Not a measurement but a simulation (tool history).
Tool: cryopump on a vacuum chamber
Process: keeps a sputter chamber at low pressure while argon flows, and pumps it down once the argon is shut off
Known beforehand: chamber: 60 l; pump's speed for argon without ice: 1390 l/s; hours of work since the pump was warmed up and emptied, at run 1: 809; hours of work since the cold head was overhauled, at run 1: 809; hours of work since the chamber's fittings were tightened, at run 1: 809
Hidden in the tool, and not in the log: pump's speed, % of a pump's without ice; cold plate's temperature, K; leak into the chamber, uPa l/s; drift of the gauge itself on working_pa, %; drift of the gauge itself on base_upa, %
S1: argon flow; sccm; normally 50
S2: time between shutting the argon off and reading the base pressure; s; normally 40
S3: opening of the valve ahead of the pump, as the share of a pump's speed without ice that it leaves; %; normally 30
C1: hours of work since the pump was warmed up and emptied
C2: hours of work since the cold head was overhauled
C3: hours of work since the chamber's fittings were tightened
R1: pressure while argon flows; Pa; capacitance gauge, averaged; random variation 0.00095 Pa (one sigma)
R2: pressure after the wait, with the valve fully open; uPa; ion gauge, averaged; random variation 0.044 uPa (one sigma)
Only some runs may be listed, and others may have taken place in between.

run   hour  S1   S2  S3   C1    C2    C3      R1    R2
  1      0  50   40  30  809   809   809  0.2183  4.15
  2   24.6  45   40  30  829   829   829  0.1996   4.2
  3   53.2  45   40  30  852   852   852  0.2004  4.33
  4    106  57   40  30  895   895   895  0.2557  4.27
  5    140  57   40  26  922   922   922  0.2909  4.33
  6  191.6  57   77  26  964   964   964   0.294   3.4
     218.7  -- pump warmed up, emptied and cooled again
  7  233.1  66  217  43   12   994   994  0.1882  2.09
  8  286.6  50   40  36   55  1037  1037  0.1705  4.26
  9  336.5  63   40  22   95  1077  1077  0.3508  4.31
 10  385.1  50   40  31  134  1116  1116  0.1996  4.38
 11  427.3  50  128  32  168  1150  1150  0.1958  2.84
 12  457.3  50  128  32  193  1175  1175  0.1956  2.79

Predict each of these 4 candidate next runs independently; none follows another, all start after run 12:
  A   493  36  43  27  221  1203  1203   ?   ?
  B   493  30  58  43  221  1203  1203   ?   ?
  C   493  24  26  40  221  1203  1203   ?   ?
  D   493  32  40  30  221  1203  1203   ?   ?

run      R1    R2
  A  0.1662  4.34
  B  0.0875  3.71
  C  0.0748  5.82
  D  0.1329  4.53
With no hidden state in the tool, these same runs would have given:
run      R1    R2
  A  0.1625  2.42
  B  0.0844   1.8
  C  0.0723  3.88
  D  0.1297  2.61
